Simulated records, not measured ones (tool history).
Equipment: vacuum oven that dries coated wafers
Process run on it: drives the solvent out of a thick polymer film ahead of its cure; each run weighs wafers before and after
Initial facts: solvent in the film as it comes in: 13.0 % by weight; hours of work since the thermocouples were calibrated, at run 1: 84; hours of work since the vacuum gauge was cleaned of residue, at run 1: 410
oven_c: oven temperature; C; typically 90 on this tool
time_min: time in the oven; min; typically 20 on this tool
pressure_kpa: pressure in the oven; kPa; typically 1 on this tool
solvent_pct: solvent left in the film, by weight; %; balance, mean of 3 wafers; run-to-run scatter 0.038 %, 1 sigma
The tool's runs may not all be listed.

run   hour  oven_c  time_min  pressure_kpa  hours of work since the thermocouples were calibrated  hours of work since the vacuum gauge was cleaned of residue  solvent_pct
  1      0      90        20             1                                                     84                                                          410         2.66
  2   17.1      90        20             1                                                     92                                                          418         2.56
  3   44.9      90        16             1                                                    104                                                          430         3.32
  4   74.8      90        20             1                                                    116                                                          442         2.66
  5   93.1      90        20             1                                                    124                                                          450         2.61
  6  121.1      90        11             1                                                    136                                                          462         4.66
  7  143.5      90        20             1                                                    146                                                          472         2.57
  8  166.3      90        20             1                                                    156                                                          482          2.6
  9  198.5      80        20             1                                                    170                                                          495         5.28
 10  224.3      80        20             1                                                    181                                                          507         5.21
 11  243.8      80        20             1                                                    189                                                          515         5.23
 12  258.3      80        20             1                                                    195                                                          521          5.3
 13  287.1      80        20             1                                                    208                                                          534         5.22
 14  311.6      90        20          0.72                                                    218                                                          544         2.46
 15  340.7      79        20             1                                                    231                                                          557          5.6
 16  374.1      79        20             1                                                    245                                                          571         5.48
 17    393      79        20             1                                                    253                                                          579         5.58
 18  423.2      79        20          0.72                                                    266                                                          592         5.41
 19  439.8      84        20          3.35                                                    273                                                          599         5.73
 20  472.7      90        15          2.87                                                    287                                                          613          4.7
 21  490.8      76        28             1                                                    295                                                          621         5.25
 22    520      76        28             1                                                    308                                                          634         5.27
 23  543.6      80        15             1                                                    318                                                          644         6.29
 24  558.3      80        15             1                                                    324                                                          650         6.25
 25  584.8      80        15             1                                                    335                                                          661         6.25
 26    610      77        24           0.5                                                    346                                                          672         5.11
 27  634.8      77        24           0.5                                                    357                                                          683         5.04

Here are 3 independent what-if runs from the current tool condition. What would each one return?
  A  659.1      90        18             1                                                    367                                                          693            ?
  B  659.1      77        16           0.5                                                    367                                                          693            ?
  C  659.1      90        24             1                                                    367                                                          693            ?

run  solvent_pct
  A         2.92
  B         6.48
  C         2.08
Take away the tool's hidden state, keep each run's random variation, and the runs would have read:
run  solvent_pct
  A         2.79
  B         6.33
  C         1.93
